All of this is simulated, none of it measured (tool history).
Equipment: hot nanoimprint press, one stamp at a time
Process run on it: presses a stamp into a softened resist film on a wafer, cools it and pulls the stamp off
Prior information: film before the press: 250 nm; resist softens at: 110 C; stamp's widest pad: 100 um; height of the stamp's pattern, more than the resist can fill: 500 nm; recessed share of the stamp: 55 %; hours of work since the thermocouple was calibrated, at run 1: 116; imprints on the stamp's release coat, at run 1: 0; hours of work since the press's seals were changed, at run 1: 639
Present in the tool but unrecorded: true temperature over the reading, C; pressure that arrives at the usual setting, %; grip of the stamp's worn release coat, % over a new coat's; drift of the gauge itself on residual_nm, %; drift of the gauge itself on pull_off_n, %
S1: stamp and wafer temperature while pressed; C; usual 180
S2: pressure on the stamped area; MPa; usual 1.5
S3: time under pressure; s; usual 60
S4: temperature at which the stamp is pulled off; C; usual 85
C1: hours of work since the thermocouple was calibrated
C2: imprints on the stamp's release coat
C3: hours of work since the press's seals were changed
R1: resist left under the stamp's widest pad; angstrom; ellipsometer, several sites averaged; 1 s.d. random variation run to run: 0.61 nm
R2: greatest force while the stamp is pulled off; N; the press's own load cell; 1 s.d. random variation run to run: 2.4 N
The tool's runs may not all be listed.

{"run": 1, "hour": 0.0, "S1": 180, "S2": 1.5, "S3": 60, "S4": 85, "C1": 116, "C2": 0, "C3": 639, "R1": 1121, "R2": 113}
{"run": 2, "hour": 51.0, "S1": 180, "S2": 1.5, "S3": 60, "S4": 85, "C1": 156, "C2": 258, "C3": 679, "R1": 1140, "R2": 120}
{"run": 3, "hour": 95.4, "S1": 180, "S2": 1.5, "S3": 60, "S4": 85, "C1": 191, "C2": 482, "C3": 714, "R1": 1136, "R2": 133}
{"run": 4, "hour": 167.8, "S1": 180, "S2": 2.31, "S3": 60, "S4": 85, "C1": 248, "C2": 847, "C3": 771, "R1": 962, "R2": 144}
{"run": 5, "hour": 199.1, "S1": 180, "S2": 1.5, "S3": 60, "S4": 85, "C1": 272, "C2": 1005, "C3": 795, "R1": 1152, "R2": 153}
{"run": 6, "hour": 231.6, "S1": 180, "S2": 1.5, "S3": 60, "S4": 85, "C1": 298, "C2": 1170, "C3": 821, "R1": 1159, "R2": 160}
{"run": 7, "hour": 292.5, "S1": 180, "S2": 1.5, "S3": 60, "S4": 85, "C1": 346, "C2": 1477, "C3": 869, "R1": 1157, "R2": 177}
{"hour": 317.4, "done": "stamp cleaned and given a new release coat"}
{"run": 8, "hour": 336.1, "S1": 180, "S2": 1.5, "S3": 60, "S4": 85, "C1": 375, "C2": 95, "C3": 898, "R1": 1181, "R2": 118}
{"run": 9, "hour": 398.6, "S1": 180, "S2": 1.5, "S3": 33, "S4": 85, "C1": 424, "C2": 410, "C3": 947, "R1": 1442, "R2": 132}
{"hour": 431.7, "done": "plate thermocouple calibrated"}
{"run": 10, "hour": 458.4, "S1": 180, "S2": 1.5, "S3": 60, "S4": 85, "C1": 21, "C2": 697, "C3": 992, "R1": 1104, "R2": 134}
{"run": 11, "hour": 529.1, "S1": 180, "S2": 1.5, "S3": 60, "S4": 85, "C1": 77, "C2": 1054, "C3": 1048, "R1": 1109, "R2": 150}
{"run": 12, "hour": 591.6, "S1": 180, "S2": 1.5, "S3": 99, "S4": 85, "C1": 126, "C2": 1369, "C3": 1097, "R1": 929, "R2": 158}
{"hour": 640.2, "done": "stamp cleaned and given a new release coat"}
{"run": 13, "hour": 650.7, "S1": 183, "S2": 1.5, "S3": 60, "S4": 85, "C1": 167, "C2": 53, "C3": 1138, "R1": 1001, "R2": 119}
{"run": 14, "hour": 705.6, "S1": 180, "S2": 1.5, "S3": 60, "S4": 85, "C1": 211, "C2": 330, "C3": 1182, "R1": 1145, "R2": 131}
{"run": 15, "hour": 769.0, "S1": 180, "S2": 1.5, "S3": 60, "S4": 85, "C1": 260, "C2": 650, "C3": 1231, "R1": 1155, "R2": 139}
{"run": 16, "hour": 827.5, "S1": 180, "S2": 1.5, "S3": 60, "S4": 85, "C1": 306, "C2": 946, "C3": 1277, "R1": 1169, "R2": 149}
{"hour": 880.8, "done": "press's hydraulic seals changed and the load cell set to zero"}
{"run": 17, "hour": 886.7, "S1": 180, "S2": 1.5, "S3": 88, "S4": 85, "C1": 347, "C2": 1204, "C3": 5, "R1": 956, "R2": 163}
{"run": 18, "hour": 941.3, "S1": 183, "S2": 1.5, "S3": 81, "S4": 85, "C1": 390, "C2": 1480, "C3": 48, "R1": 870, "R2": 168}
{"hour": 967.8, "done": "stamp cleaned and given a new release coat"}
{"run": 19, "hour": 1007.8, "S1": 176, "S2": 1.63, "S3": 81, "S4": 77, "C1": 437, "C2": 202, "C3": 95, "R1": 1152, "R2": 141}
{"hour": 1021.8, "done": "plate thermocouple calibrated"}
{"run": 20, "hour": 1059.0, "S1": 192, "S2": 2.3, "S3": 60, "S4": 88, "C1": 29, "C2": 445, "C3": 133, "R1": 514, "R2": 117}
{"run": 21, "hour": 1131.1, "S1": 180, "S2": 1.5, "S3": 75, "S4": 85, "C1": 86, "C2": 809, "C3": 190, "R1": 991, "R2": 140}
{"run": 22, "hour": 1180.4, "S1": 180, "S2": 1.12, "S3": 119, "S4": 72, "C1": 125, "C2": 1058, "C3": 228, "R1": 964, "R2": 206}
{"run": 23, "hour": 1234.0, "S1": 180, "S2": 1.5, "S3": 78, "S4": 85, "C1": 167, "C2": 1329, "C3": 271, "R1": 1002, "R2": 168}
{"hour": 1287.6, "done": "stamp cleaned and given a new release coat"}
{"run": 24, "hour": 1289.4, "S1": 183, "S2": 2.38, "S3": 60, "S4": 77, "C1": 206, "C2": 9, "C3": 309, "R1": 783, "R2": 132}
{"run": 25, "hour": 1329.0, "S1": 183, "S2": 2.38, "S3": 60, "S4": 77, "C1": 237, "C2": 209, "C3": 341, "R1": 787, "R2": 144}
{"run": 26, "hour": 1371.4, "S1": 180, "S2": 1.5, "S3": 96, "S4": 88, "C1": 270, "C2": 423, "C3": 374, "R1": 934, "R2": 120}
{"run": 27, "hour": 1432.8, "S1": 180, "S2": 1.5, "S3": 97, "S4": 85, "C1": 318, "C2": 733, "C3": 422, "R1": 944, "R2": 140}
{"run": 28, "hour": 1503.7, "S1": 175, "S2": 1.16, "S3": 51, "S4": 87, "C1": 374, "C2": 1090, "C3": 478, "R1": 1631, "R2": 151}
{"run": 29, "hour": 1543.0, "S1": 178, "S2": 1.83, "S3": 30, "S4": 75, "C1": 405, "C2": 1289, "C3": 509, "R1": 1474, "R2": 207}
{"run": 30, "hour": 1573.0, "S1": 180, "S2": 1.5, "S3": 65, "S4": 85, "C1": 429, "C2": 1440, "C3": 532, "R1": 1119, "R2": 176}

How the hidden state differs across the entries between the runs, from the last listed run before each to the first after it:
In the gap between runs 7 and 8: stamp cleaned and given a new release coat (hour 317.4)
  true temperature over the reading, C: -1.28 -> -1.38; pressure that arrives at the usual setting, %: 92.42 -> 92.2; grip of the stamp's worn release coat, % over a new coat's: 52.8 -> 3.1
  measured result minus the result with no hidden state, R1: +99 -> +107 angstrom; R2: +64 -> +7 N
In the gap between runs 9 and 10: plate thermocouple calibrated (hour 431.7)
  true temperature over the reading, C: -1.55 -> 0.18; pressure that arrives at the usual setting, %: 91.83 -> 91.48; grip of the stamp's worn release coat, % over a new coat's: 13.7 -> 23.7
  measured result minus the result with no hidden state, R1: +125 -> +35 angstrom; R2: +20 -> +25 N
In the gap between runs 12 and 13: stamp cleaned and given a new release coat (hour 640.2)
  true temperature over the reading, C: -0.17 -> -0.3; pressure that arrives at the usual setting, %: 90.63 -> 90.33; grip of the stamp's worn release coat, % over a new coat's: 48.6 -> 1.7
  measured result minus the result with no hidden state, R1: +49 -> +58 angstrom; R2: +52 -> +3 N
In the gap between runs 16 and 17: press's hydraulic seals changed and the load cell set to zero (hour 880.8)
  true temperature over the reading, C: -0.79 -> -0.94; pressure that arrives at the usual setting, %: 89.31 -> 99.86; grip of the stamp's worn release coat, % over a new coat's: 32.7 -> 42.3
  measured result minus the result with no hidden state, R1: +94 -> +40 angstrom; R2: +39 -> +51 N
In the gap between runs 18 and 19: stamp cleaned and given a new release coat (hour 967.8)
  true temperature over the reading, C: -1.07 -> -1.23; pressure that arrives at the usual setting, %: 99.51 -> 99.14; grip of the stamp's worn release coat, % over a new coat's: 52.9 -> 6.7
  measured result minus the result with no hidden state, R1: +42 -> +67 angstrom; R2: +61 -> +12 N
In the gap between runs 19 and 20: plate thermocouple calibrated (hour 1021.8)
  true temperature over the reading, C: -1.23 -> -0.09; pressure that arrives at the usual setting, %: 99.14 -> 98.82; grip of the stamp's worn release coat, % over a new coat's: 6.7 -> 14.9
  measured result minus the result with no hidden state, R1: +67 -> +7 angstrom; R2: +12 -> +15 N
In the gap between runs 23 and 24: stamp cleaned and given a new release coat (hour 1287.6)
  true temperature over the reading, C: -0.55 -> -0.69; pressure that arrives at the usual setting, %: 97.72 -> 97.4; grip of the stamp's worn release coat, % over a new coat's: 47.1 -> 0.3
  measured result minus the result with no hidden state, R1: +34 -> +40 angstrom; R2: +55 -> +2 N
